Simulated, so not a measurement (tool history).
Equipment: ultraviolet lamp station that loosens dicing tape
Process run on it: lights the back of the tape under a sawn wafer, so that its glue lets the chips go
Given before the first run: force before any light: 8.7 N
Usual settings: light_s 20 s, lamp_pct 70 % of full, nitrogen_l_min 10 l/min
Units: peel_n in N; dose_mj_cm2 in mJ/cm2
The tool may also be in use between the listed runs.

run	hour	light_s	lamp_pct	nitrogen_l_min	peel_n	dose_mj_cm2
1	0.0	20	70	10	1.310	300
2	28.6	20	70	10	1.284	303
3	77.3	20	70	10	1.341	292
4	129.0	12	70	10	2.803	171
5	178.6	12	70	10	2.795	168
6	208.7	12	70	10	2.839	168
7	261.8	12	70	10	2.906	164
# hour 266.9: window cleaned of glue's vapour
8	310.4	20	70	10	1.099	329
9	349.4	20	70	10	1.111	325
10	382.4	20	70	10	1.117	323
11	412.8	20	71	10	1.090	325
12	447.6	20	71	10	1.125	322
13	472.0	20	71	10	1.154	321
14	502.4	20	71	10	1.150	317
15	548.2	20	70	10	1.238	308
16	584.4	20	70	6	1.675	306
17	622.7	20	70	6	1.670	300
18	649.8	20	70	6	1.709	300
19	685.5	20	66	6	1.925	284
20	737.1	13	84	6	2.498	227
21	784.2	13	71	6	3.031	190
22	814.6	13	71	6	3.018	186
23	864.5	35	69	8	0.600	492
24	908.5	12	66	10	3.031	157
25	933.3	20	70	11	1.411	276
26	989.5	20	70	11	1.446	275
27	1019.2	20	70	11	1.473	273
28	1072.9	10	75	3	4.710	140
29	1104.5	10	75	3	4.809	145
30	1146.2	10	75	3	4.638	138
31	1190.8	20	70	4	2.622	254
32	1249.0	20	70	4	2.589	250
33	1280.2	37	79	10	0.465	514
34	1330.2	37	79	10	0.483	512
35	1362.0	20	77	7	1.924	269
36	1420.7	29	82	6	1.037	404

Forecast each of these 3 alternatives for the next run:
# hour 1459.4: window cleaned of glue's vapour
A	1477.7	20	70	4	?	?
# hour 1459.4: window cleaned of glue's vapour
B	1477.7	25	82	7	?	?
# hour 1459.4: window cleaned of glue's vapour
C	1477.7	13	62	10	?	?

run	peel_n	dose_mj_cm2
A	2.310	279
B	0.895	411
C	3.111	165
Without the tool's unlogged condition, the same runs would have read:
run	peel_n	dose_mj_cm2
A	1.568	367
B	0.528	540
C	2.257	216
